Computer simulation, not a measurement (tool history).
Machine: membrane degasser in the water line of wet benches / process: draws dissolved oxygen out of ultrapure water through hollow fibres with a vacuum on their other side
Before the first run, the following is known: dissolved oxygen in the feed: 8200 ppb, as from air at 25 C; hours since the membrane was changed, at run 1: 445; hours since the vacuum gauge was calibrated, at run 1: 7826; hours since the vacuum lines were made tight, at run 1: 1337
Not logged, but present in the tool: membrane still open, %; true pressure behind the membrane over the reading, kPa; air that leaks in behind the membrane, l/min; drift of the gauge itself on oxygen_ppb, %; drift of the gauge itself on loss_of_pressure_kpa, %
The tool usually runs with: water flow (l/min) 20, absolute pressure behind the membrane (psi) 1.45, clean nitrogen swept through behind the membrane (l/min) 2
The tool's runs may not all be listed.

run,hour,water flow (l/min),absolute pressure behind the membrane (psi),clean nitrogen swept through behind the membrane (l/min),hours since the membrane was changed,hours since the vacuum gauge was calibrated,hours since the vacuum lines were made tight,dissolved oxygen in the water behind the degasser (ppb),pressure that the water loses in the fibres (psi)
1,0,20,1.45,2,445,7826,1337,327.2,8.785
2,80.3,20,1.45,2,526,7906,1417,322,8.749
3,172.2,20,1.78,2,618,7998,1509,379.3,8.853
4,326.4,20,1.78,2,772,8152,1663,372.5,8.739
5,485.4,20,1.45,2,931,8311,1822,328.8,8.785
6,552.4,20,1,2,998,8378,1889,259.9,8.879
7,643.5,20,1,2,1089,8469,1980,258.7,8.75
8,718.3,20,1,2,1164,8544,2055,258.9,8.743
9,879.8,20,1,2,1325,8705,2217,259.3,8.791
10,970.8,20,1.51,2,1416,8796,2307,330.4,8.776
11,1108,20,1.51,2,1553,8934,2445,339.3,8.844
# hour 1175.7: vacuum gauge calibrated
12,1229.9,20,1.51,2,1675,54,2566,337.3,8.821
13,1383.2,20,1.51,2,1828,208,2719,341.2,8.841
14,1541,20,1.45,2,1986,365,2877,328.4,8.799
15,1626,20,1.45,2,2071,450,2962,329.5,8.791
16,1717.3,20,1.45,2,2162,542,3054,330.7,8.82
17,1835.7,20,1.45,2,2281,660,3172,325.1,8.847
18,1955.8,20,1.45,2,2401,780,3292,322.6,8.831
19,2092,20,1.45,2,2537,916,3428,327.6,8.757
20,2254.2,20,1.45,2,2699,1078,3590,328.1,8.815
21,2376.3,29,3.47,1.33,2821,1201,3712,1132.5,12.731
22,2443.6,15,1.45,2,2889,1268,3780,228.8,6.576
23,2514.8,14,1.02,4.07,2960,1339,3851,130.1,6.116
24,2629.8,24,2.67,4.07,3075,1454,3966,437.6,10.582
25,2707.4,15,2.67,4.07,3152,1532,4044,244.3,6.583
26,2780.2,13,2.44,1.45,3225,1605,4116,365.5,5.725
27,2875.2,28,1.78,1.54,3320,1699,4211,624,12.304
28,2995.4,17,1.25,2,3440,1820,4332,236.2,7.493
29,3081.6,17,2.68,2,3527,1906,4418,434.8,7.507

Run 30 comes next. What will it give?
30,3166.1,17,2.68,2,3611,1990,4502,?,?

dissolved oxygen in the water behind the degasser (ppb): 424.7
pressure that the water loses in the fibres (psi): 7.411
Take away the tool's hidden state, keep the run-to-run variation as it was, and the same run would have given dissolved oxygen in the water behind the degasser (ppb) 424.1, pressure that the water loses in the fibres (psi) 7.407.

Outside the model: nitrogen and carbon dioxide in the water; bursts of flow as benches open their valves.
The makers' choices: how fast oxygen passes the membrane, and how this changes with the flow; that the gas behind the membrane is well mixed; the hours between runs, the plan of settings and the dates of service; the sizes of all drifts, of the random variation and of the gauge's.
